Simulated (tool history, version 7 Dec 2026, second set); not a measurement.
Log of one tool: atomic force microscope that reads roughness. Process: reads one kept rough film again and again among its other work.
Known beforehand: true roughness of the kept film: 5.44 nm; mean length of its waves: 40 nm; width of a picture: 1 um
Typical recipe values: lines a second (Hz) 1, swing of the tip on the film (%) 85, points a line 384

run    hour  lines a second (Hz)  swing of the tip on the film (%)  points a line  roughness of the kept film (nm (root mean square))
  1       0                    1                                85            384                                               4.554
  2    34.7                 0.66                                85            384                                               4.649
  3    76.1                 0.66                                85            384                                               4.645
  4   126.9                 0.66                                85            384                                               4.639
      177.2  -- new tip fitted
  5   177.2                 0.66                                85            384                                               4.662
  6   228.9                 0.66                                85            384                                                4.67
  7   280.9                 0.92                                85            384                                               4.495
  8   329.5                    1                                85            384                                               4.501
      355.6  -- new tip fitted
  9   380.1                    1                                85            384                                               4.534
 10   440.9                    1                                56            384                                               4.839
 11   492.5                    1                                62            384                                               4.788
      534.6  -- new tip fitted
 12     555                    1                                62            384                                               4.816
 13   603.9                    1                                85            384                                               4.531
 14   638.1                    1                                85            384                                               4.495
 15   683.8                    1                                89            384                                               4.436
      715.3  -- new tip fitted
 16   742.5                    1                                89            384                                               4.427
 17   794.2                 1.35                                85            359                                               4.372
 18   836.8                 1.35                                85            349                                               4.371
 19   886.5                  0.6                                74            743                                               4.804
      894.5  -- new tip fitted
 20   928.7                  0.6                                74            743                                               4.812
 21   988.9                 1.75                                66            436                                               4.697
 22    1044                 1.75                                66            436                                               4.645
     1074.4  -- new tip fitted
 23  1076.8                 1.75                                66            436                                               4.664
 24  1134.4                 1.75                                66            436                                               4.653
 25  1191.7                 2.01                                60            339                                               4.745

Estimate the outcome of run 26 from the log above:
     1252.9  -- new tip fitted
 26  1260.4                 2.32                                85            384                                                   ?

Run 26 measured roughness of the kept film (nm (root mean square)) 4.113.
If the tool had no hidden condition, the same run with the same run-to-run variation would have returned roughness of the kept film (nm (root mean square)) 4.114.
